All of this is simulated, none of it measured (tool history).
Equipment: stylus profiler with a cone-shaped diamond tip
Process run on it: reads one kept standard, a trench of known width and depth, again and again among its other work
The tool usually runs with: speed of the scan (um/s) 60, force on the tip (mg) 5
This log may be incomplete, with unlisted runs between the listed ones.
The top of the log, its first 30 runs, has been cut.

run   hour  speed of the scan (um/s)  force on the tip (mg)  depth of the trench (angstrom)  width of the trench's floor (µm)
 31  571.8                        41                   1.89                          5066.5                             24.64
 32  594.7                        41                   1.83                          5065.8                             24.58
 33    608                        33                      5                          5110.4                             24.73
 34  627.5                        33                      5                          5108.3                             24.79
 35  646.1                        33                      5                          5107.2                             24.74
 36  663.7                       167                      5                          5110.3                              24.2
 37  679.9                        23                      5                            5112                             24.79
 38  705.5                        23                      5                          5112.4                             24.77
 39  723.7                        23                      5                            5115                             24.75
 40  743.5                        27                   3.77                          5094.6                             24.75
 41  757.2                        17                   2.07                            5071                             24.72
 42  777.8                        48                   8.12                          5143.9                             24.68
 43    799                       154                   4.24                          5102.2                             24.13
 44  817.7                       154                   4.24                          5104.4                             24.17

Alternative continuations, all from the tool just after run 44; predict every row:
  A   841                        61                   3.04                               ?                                 ?
  B   841                       131                    6.6                               ?                                 ?
  C   841                       164                     13                               ?                                 ?
  D   841                       211                   5.82                               ?                                 ?
  E   841                        49                   3.94                               ?                                 ?

run  depth of the trench (angstrom)  width of the trench's floor (µm)
  A                          5087.5                             24.43
  B                          5131.2                             24.35
  C                          5194.3                             24.36
  D                          5123.8                             23.98
  E                          5099.2                             24.56
The same runs, with their run-to-run variation unchanged, on a tool lacking any hidden condition would have given:
run  depth of the trench (angstrom)  width of the trench's floor (µm)
  A                          5065.7                             25.29
  B                          5109.1                              25.2
  C                            5172                             25.22
  D                          5101.8                             24.83
  E                          5077.3                             25.41
